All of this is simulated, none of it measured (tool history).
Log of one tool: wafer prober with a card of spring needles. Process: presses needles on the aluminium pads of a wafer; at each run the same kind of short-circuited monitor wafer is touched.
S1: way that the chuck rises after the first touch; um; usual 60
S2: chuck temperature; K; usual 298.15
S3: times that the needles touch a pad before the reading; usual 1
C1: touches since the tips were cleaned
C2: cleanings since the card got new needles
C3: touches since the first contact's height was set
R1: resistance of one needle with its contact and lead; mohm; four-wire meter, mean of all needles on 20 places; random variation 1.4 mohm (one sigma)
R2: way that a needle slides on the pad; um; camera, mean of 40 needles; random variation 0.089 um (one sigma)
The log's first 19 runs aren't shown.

run	hour	S1	S2	S3	C1	C2	C3	R1	R2
20	134.0	60	300.15	1	1804	44	33358	172	16.03
# hour 136.7: tips cleaned on abrasive film
# hour 144.0: tips cleaned on abrasive film
21	144.0	78	305.15	1	0	46	36887	121	20.99
22	148.9	61	311.15	1	1746	46	38633	171	16.11
# hour 151.6: tips cleaned on abrasive film
23	155.4	61	311.15	1	1357	47	40921	159	16.22
# hour 159.0: tips cleaned on abrasive film
24	162.8	61	311.15	2	1365	48	43520	147	16.24
# hour 166.8: tips cleaned on abrasive film
25	170.0	61	311.15	2	1159	49	46068	140	16.17
# hour 174.2: tips cleaned on abrasive film
26	176.4	61	311.15	2	794	50	48322	135	16.33
# hour 181.6: tips cleaned on abrasive film
27	186.0	57	301.15	1	1585	51	51730	170	15.09
# hour 189.4: tips cleaned on abrasive film
28	192.9	57	301.15	1	1252	52	54143	163	14.99
# hour 197.2: tips cleaned on abrasive film
29	200.2	49	356.15	1	1077	53	56733	181	12.88
# hour 205.1: tips cleaned on abrasive film
30	208.1	68	356.15	1	1060	54	59501	155	18.06
# hour 212.7: tips cleaned on abrasive film
31	214.0	46	341.15	2	447	55	61589	150	12.06
# hour 220.7: tips cleaned on abrasive film
32	221.3	45	340.15	2	221	56	64182	143	11.75
33	226.2	45	325.15	2	1960	56	65921	184	11.85

3 ways to go on from here, each from the tool as it stands after run 33. What would each give?
# hour 228.5: tips cleaned on abrasive film
A	231.8	60	298.15	2	1163	57	67872	?	?
# hour 228.5: tips cleaned on abrasive film
B	231.8	47	352.15	1	1163	57	67872	?	?
# hour 228.5: tips cleaned on abrasive film
C	231.8	45	325.15	1	1163	57	67872	?	?

run	R1	R2
A	143	15.73
B	192	12.30
C	197	11.82
Without the tool's hidden state the same runs would have given:
run	R1	R2
A	117	16.11
B	130	12.68
C	127	12.21
